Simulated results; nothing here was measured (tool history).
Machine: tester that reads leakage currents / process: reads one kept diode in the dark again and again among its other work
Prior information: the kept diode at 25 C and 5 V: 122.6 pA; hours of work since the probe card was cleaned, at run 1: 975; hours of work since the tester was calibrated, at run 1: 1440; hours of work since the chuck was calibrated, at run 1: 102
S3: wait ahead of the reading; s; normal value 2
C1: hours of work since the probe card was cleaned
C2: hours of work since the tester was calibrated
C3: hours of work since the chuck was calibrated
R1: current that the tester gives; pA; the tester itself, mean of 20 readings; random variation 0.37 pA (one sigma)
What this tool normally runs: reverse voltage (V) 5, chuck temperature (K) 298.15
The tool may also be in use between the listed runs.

Run 1, hour 0: usual settings; C1 975; C2 1440; C3 102. Result: R1 127.32 pA.
Run 2, hour 27.9: usual settings; C1 990; C2 1455; C3 117. Result: R1 127.96 pA.
Run 3, hour 59.7: usual settings but S3 1.62 s; C1 1007; C2 1472; C3 134. Result: R1 128.58 pA.
Run 4, hour 104.5: usual settings but chuck temperature (K) 306.15, S3 1.62 s; C1 1031; C2 1496; C3 157. Result: R1 231.37 pA.
Run 5, hour 141.7: usual settings; C1 1051; C2 1516; C3 177. Result: R1 128.22 pA.
Run 6, hour 175.4: usual settings; C1 1069; C2 1534; C3 195. Result: R1 128.54 pA.
Run 7, hour 213.4: usual settings; C1 1089; C2 1554; C3 216. Result: R1 128.5 pA.
Run 8, hour 254.2: usual settings; C1 1111; C2 1576; C3 237. Result: R1 129.87 pA.
Run 9, hour 279.6: usual settings but S3 0.68 s; C1 1124; C2 1590; C3 251. Result: R1 129.83 pA.
Run 10, hour 302.4: usual settings but S3 0.68 s; C1 1137; C2 1602; C3 263. Result: R1 130.54 pA.
Run 11, hour 345.6: usual settings but S3 0.68 s; C1 1160; C2 1625; C3 286. Result: R1 130.42 pA.
Run 12, hour 388: usual settings but reverse voltage (V) 11.2, S3 0.68 s; C1 1182; C2 1647; C3 309. Result: R1 180.07 pA.
Run 13, hour 419.6: usual settings but reverse voltage (V) 11.2, S3 8.15 s; C1 1199; C2 1664; C3 326. Result: R1 180.37 pA.
Run 14, hour 451.7: usual settings but reverse voltage (V) 11.2, S3 8.15 s; C1 1216; C2 1681; C3 343. Result: R1 178.7 pA.
Run 15, hour 497.7: usual settings but reverse voltage (V) 11.2, S3 8.15 s; C1 1241; C2 1706; C3 367. Result: R1 180.7 pA.
Run 16, hour 519.4: usual settings but reverse voltage (V) 11.2, chuck temperature (K) 328.15, S3 0.59 s; C1 1253; C2 1718; C3 379. Result: R1 1421.16 pA.
Run 17, hour 539.2: usual settings but reverse voltage (V) 11.2, chuck temperature (K) 328.15, S3 0.59 s; C1 1263; C2 1728; C3 389. Result: R1 1411.6 pA.
Run 18, hour 566.6: usual settings but S3 0.75 s; C1 1278; C2 1743; C3 404. Result: R1 131.75 pA.
Run 19, hour 605.6: usual settings but reverse voltage (V) 14.28, chuck temperature (K) 294.15, S3 0.31 s; C1 1299; C2 1764; C3 425. Result: R1 153.09 pA.
Run 20, hour 629.8: usual settings but reverse voltage (V) 14.28, chuck temperature (K) 294.15, S3 0.31 s; C1 1311; C2 1776; C3 438. Result: R1 152.91 pA.
Run 21, hour 661.5: usual settings but reverse voltage (V) 16.82; C1 1328; C2 1793; C3 455. Result: R1 214.94 pA.
Run 22, hour 683.8: usual settings but reverse voltage (V) 4.26, chuck temperature (K) 330.15, S3 5.19 s; C1 1340; C2 1805; C3 467. Result: R1 1118.54 pA.
Run 23, hour 722.5: usual settings but reverse voltage (V) 8.34, chuck temperature (K) 293.15, S3 5.01 s; C1 1361; C2 1826; C3 487. Result: R1 112.03 pA.
Run 24, hour 763.7: usual settings but reverse voltage (V) 17.96, S3 1.07 s; C1 1383; C2 1848; C3 509. Result: R1 223.04 pA.
Run 25, hour 783.8: usual settings but reverse voltage (V) 11.07, chuck temperature (K) 306.15, S3 9 s; C1 1394; C2 1859; C3 520. Result: R1 323.05 pA.
Run 26, hour 815.4: usual settings but reverse voltage (V) 11.07, chuck temperature (K) 306.15, S3 9 s; C1 1411; C2 1876; C3 537. Result: R1 322.25 pA.
Run 27, hour 853.3: usual settings but reverse voltage (V) 1.06, S3 4.58 s; C1 1431; C2 1896; C3 557. Result: R1 72.71 pA.
Run 28, hour 885.8: usual settings but reverse voltage (V) 1.06, S3 4.58 s; C1 1448; C2 1913; C3 574. Result: R1 72.27 pA.
Run 29, hour 917.2: usual settings but reverse voltage (V) 12.82, S3 4.58 s; C1 1465; C2 1930; C3 591. Result: R1 194.09 pA.

Measured minus without-hidden-state, run by run (identical run-to-run variation in each term; gauge scatter may differ):
Unlogged tool condition in this case: stray current of the dirty probe card, pA a volt; current scale over the true one, %; true chuck temperature over the reading, C; drift of the gauge itself on leakage_pa, %.
run      R1
  1   +4.82
  2   +4.99
  3   +5.19
  4   +6.71
  5   +5.59
  6   +5.78
  7   +5.99
  8   +6.28
  9    +6.4
 10   +6.56
 11   +6.76
 12  +13.32
 13  +13.67
 14  +13.83
 15   +14.4
 16  +41.48
 17  +41.95
 18   +8.03
 19  +17.47
 20  +17.65
 21  +22.11
 22  +32.78
 23  +11.61
 24  +24.75
 25  +21.02
 26  +21.36
 27   +3.54
 28    +3.6
 29  +20.28
